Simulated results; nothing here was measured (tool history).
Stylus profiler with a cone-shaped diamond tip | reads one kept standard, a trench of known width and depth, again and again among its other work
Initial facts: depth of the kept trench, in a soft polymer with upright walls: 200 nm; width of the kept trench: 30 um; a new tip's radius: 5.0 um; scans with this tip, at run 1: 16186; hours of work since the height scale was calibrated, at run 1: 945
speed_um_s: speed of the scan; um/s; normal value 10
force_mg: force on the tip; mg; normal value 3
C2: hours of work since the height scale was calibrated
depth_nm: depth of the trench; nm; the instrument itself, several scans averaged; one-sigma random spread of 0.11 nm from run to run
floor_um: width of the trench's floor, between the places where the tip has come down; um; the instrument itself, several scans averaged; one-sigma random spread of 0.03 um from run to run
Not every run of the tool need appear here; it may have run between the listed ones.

{"run": 1, "hour": 0.0, "speed_um_s": 10, "force_mg": 3, "scans with this tip": 16186, "C2": 945, "depth_nm": 204.18, "floor_um": 26.65}
{"run": 2, "hour": 92.8, "speed_um_s": 10, "force_mg": 3, "scans with this tip": 16517, "C2": 1002, "depth_nm": 204.17, "floor_um": 26.66}
{"run": 3, "hour": 212.0, "speed_um_s": 10, "force_mg": 3, "scans with this tip": 16943, "C2": 1076, "depth_nm": 204.24, "floor_um": 26.6}
{"run": 4, "hour": 337.1, "speed_um_s": 10, "force_mg": 3, "scans with this tip": 17389, "C2": 1153, "depth_nm": 204.37, "floor_um": 26.62}
{"run": 5, "hour": 441.8, "speed_um_s": 10, "force_mg": 6.77, "scans with this tip": 17762, "C2": 1217, "depth_nm": 206.73, "floor_um": 26.62}
{"run": 6, "hour": 563.9, "speed_um_s": 10, "force_mg": 3, "scans with this tip": 18198, "C2": 1293, "depth_nm": 204.12, "floor_um": 26.53}
{"run": 7, "hour": 687.9, "speed_um_s": 10, "force_mg": 3, "scans with this tip": 18640, "C2": 1369, "depth_nm": 204.35, "floor_um": 26.58}
{"run": 8, "hour": 815.3, "speed_um_s": 10, "force_mg": 3, "scans with this tip": 19094, "C2": 1448, "depth_nm": 204.45, "floor_um": 26.52}
{"run": 9, "hour": 899.1, "speed_um_s": 10, "force_mg": 3, "scans with this tip": 19393, "C2": 1500, "depth_nm": 204.22, "floor_um": 26.6}
{"run": 10, "hour": 959.6, "speed_um_s": 5, "force_mg": 3, "scans with this tip": 19609, "C2": 1537, "depth_nm": 204.48, "floor_um": 26.56}
{"run": 11, "hour": 1046.1, "speed_um_s": 10, "force_mg": 1.18, "scans with this tip": 19918, "C2": 1591, "depth_nm": 202.74, "floor_um": 26.5}
{"run": 12, "hour": 1104.4, "speed_um_s": 10, "force_mg": 1.18, "scans with this tip": 20126, "C2": 1627, "depth_nm": 202.75, "floor_um": 26.46}
{"run": 13, "hour": 1213.8, "speed_um_s": 10, "force_mg": 1.18, "scans with this tip": 20516, "C2": 1694, "depth_nm": 202.85, "floor_um": 26.46}
{"hour": 1327.2, "done": "height scale calibrated on a step standard"}
{"run": 14, "hour": 1327.2, "speed_um_s": 10, "force_mg": 2.37, "scans with this tip": 20918, "C2": 0, "depth_nm": 204.68, "floor_um": 26.49}
{"run": 15, "hour": 1420.0, "speed_um_s": 21, "force_mg": 2.37, "scans with this tip": 21249, "C2": 57, "depth_nm": 204.53, "floor_um": 26.47}
{"run": 16, "hour": 1474.2, "speed_um_s": 21, "force_mg": 2.37, "scans with this tip": 21443, "C2": 91, "depth_nm": 204.68, "floor_um": 26.41}
{"run": 17, "hour": 1541.1, "speed_um_s": 21, "force_mg": 2.37, "scans with this tip": 21681, "C2": 132, "depth_nm": 204.65, "floor_um": 26.43}
{"hour": 1639.4, "done": "height scale calibrated on a step standard, once more"}
{"run": 18, "hour": 1639.4, "speed_um_s": 10, "force_mg": 3, "scans with this tip": 22030, "C2": 0, "depth_nm": 203.43, "floor_um": 26.52}
{"run": 19, "hour": 1704.6, "speed_um_s": 10, "force_mg": 3, "scans with this tip": 22263, "C2": 40, "depth_nm": 203.64, "floor_um": 26.49}
{"run": 20, "hour": 1766.3, "speed_um_s": 10, "force_mg": 3, "scans with this tip": 22483, "C2": 78, "depth_nm": 203.53, "floor_um": 26.48}
{"run": 21, "hour": 1878.7, "speed_um_s": 10, "force_mg": 3, "scans with this tip": 22884, "C2": 148, "depth_nm": 203.78, "floor_um": 26.47}
{"run": 22, "hour": 1994.5, "speed_um_s": 12, "force_mg": 2.26, "scans with this tip": 23297, "C2": 219, "depth_nm": 203.06, "floor_um": 26.37}
{"run": 23, "hour": 2064.1, "speed_um_s": 31, "force_mg": 8, "scans with this tip": 23545, "C2": 262, "depth_nm": 206.99, "floor_um": 26.34}
{"run": 24, "hour": 2139.8, "speed_um_s": 14, "force_mg": 8.03, "scans with this tip": 23815, "C2": 309, "depth_nm": 206.97, "floor_um": 26.44}
{"run": 25, "hour": 2208.4, "speed_um_s": 10, "force_mg": 1.6, "scans with this tip": 24060, "C2": 351, "depth_nm": 202.61, "floor_um": 26.36}
{"run": 26, "hour": 2302.8, "speed_um_s": 2, "force_mg": 1.6, "scans with this tip": 24396, "C2": 410, "depth_nm": 202.65, "floor_um": 26.45}
{"run": 27, "hour": 2392.1, "speed_um_s": 11, "force_mg": 2.95, "scans with this tip": 24715, "C2": 465, "depth_nm": 203.77, "floor_um": 26.42}
{"run": 28, "hour": 2445.9, "speed_um_s": 11, "force_mg": 2.95, "scans with this tip": 24907, "C2": 498, "depth_nm": 203.75, "floor_um": 26.37}
{"run": 29, "hour": 2516.4, "speed_um_s": 10, "force_mg": 1.72, "scans with this tip": 25158, "C2": 542, "depth_nm": 202.96, "floor_um": 26.37}
{"run": 30, "hour": 2593.4, "speed_um_s": 10, "force_mg": 1.72, "scans with this tip": 25433, "C2": 589, "depth_nm": 202.7, "floor_um": 26.35}
{"run": 31, "hour": 2709.9, "speed_um_s": 10, "force_mg": 1.72, "scans with this tip": 25849, "C2": 661, "depth_nm": 202.7, "floor_um": 26.38}
{"run": 32, "hour": 2771.4, "speed_um_s": 10, "force_mg": 1.72, "scans with this tip": 26068, "C2": 699, "depth_nm": 202.95, "floor_um": 26.32}
{"run": 33, "hour": 2824.3, "speed_um_s": 10, "force_mg": 1.72, "scans with this tip": 26256, "C2": 732, "depth_nm": 202.84, "floor_um": 26.36}
{"run": 34, "hour": 2946.3, "speed_um_s": 10, "force_mg": 2.46, "scans with this tip": 26692, "C2": 807, "depth_nm": 203.48, "floor_um": 26.31}
{"run": 35, "hour": 3009.9, "speed_um_s": 6, "force_mg": 1.18, "scans with this tip": 26919, "C2": 846, "depth_nm": 202.46, "floor_um": 26.35}
{"run": 36, "hour": 3116.9, "speed_um_s": 14, "force_mg": 7.29, "scans with this tip": 27300, "C2": 912, "depth_nm": 206.96, "floor_um": 26.34}
{"run": 37, "hour": 3227.0, "speed_um_s": 3, "force_mg": 1.7, "scans with this tip": 27693, "C2": 980, "depth_nm": 203.14, "floor_um": 26.36}
{"run": 38, "hour": 3306.1, "speed_um_s": 3, "force_mg": 1.7, "scans with this tip": 27975, "C2": 1029, "depth_nm": 203.02, "floor_um": 26.34}
{"run": 39, "hour": 3423.3, "speed_um_s": 3, "force_mg": 3.14, "scans with this tip": 28393, "C2": 1102, "depth_nm": 204.41, "floor_um": 26.36}
{"run": 40, "hour": 3479.8, "speed_um_s": 21, "force_mg": 3.63, "scans with this tip": 28595, "C2": 1137, "depth_nm": 204.89, "floor_um": 26.21}

5 options for the next run, each taken on its own from the tool as it stands now. Forecast them:
{"run": "A", "hour": 3537.4, "speed_um_s": 7, "force_mg": 3.63, "scans with this tip": 28800, "C2": 1172, "depth_nm": "?", "floor_um": "?"}
{"run": "B", "hour": 3537.4, "speed_um_s": 29, "force_mg": 4.61, "scans with this tip": 28800, "C2": 1172, "depth_nm": "?", "floor_um": "?"}
{"run": "C", "hour": 3537.4, "speed_um_s": 34, "force_mg": 3, "scans with this tip": 28800, "C2": 1172, "depth_nm": "?", "floor_um": "?"}
{"run": "D", "hour": 3537.4, "speed_um_s": 3, "force_mg": 3.63, "scans with this tip": 28800, "C2": 1172, "depth_nm": "?", "floor_um": "?"}
{"run": "E", "hour": 3537.4, "speed_um_s": 20, "force_mg": 1.41, "scans with this tip": 28800, "C2": 1172, "depth_nm": "?", "floor_um": "?"}

run=A depth_nm=204.76 floor_um=26.31
run=B depth_nm=205.41 floor_um=26.2
run=C depth_nm=204.45 floor_um=26.17
run=D depth_nm=204.96 floor_um=26.3
run=E depth_nm=202.92 floor_um=26.19
With no hidden state in the tool, these same runs would have given:
run=A depth_nm=203.94 floor_um=27.18
run=B depth_nm=204.59 floor_um=27.06
run=C depth_nm=203.63 floor_um=27.03
run=D depth_nm=204.14 floor_um=27.16
run=E depth_nm=202.11 floor_um=27.06

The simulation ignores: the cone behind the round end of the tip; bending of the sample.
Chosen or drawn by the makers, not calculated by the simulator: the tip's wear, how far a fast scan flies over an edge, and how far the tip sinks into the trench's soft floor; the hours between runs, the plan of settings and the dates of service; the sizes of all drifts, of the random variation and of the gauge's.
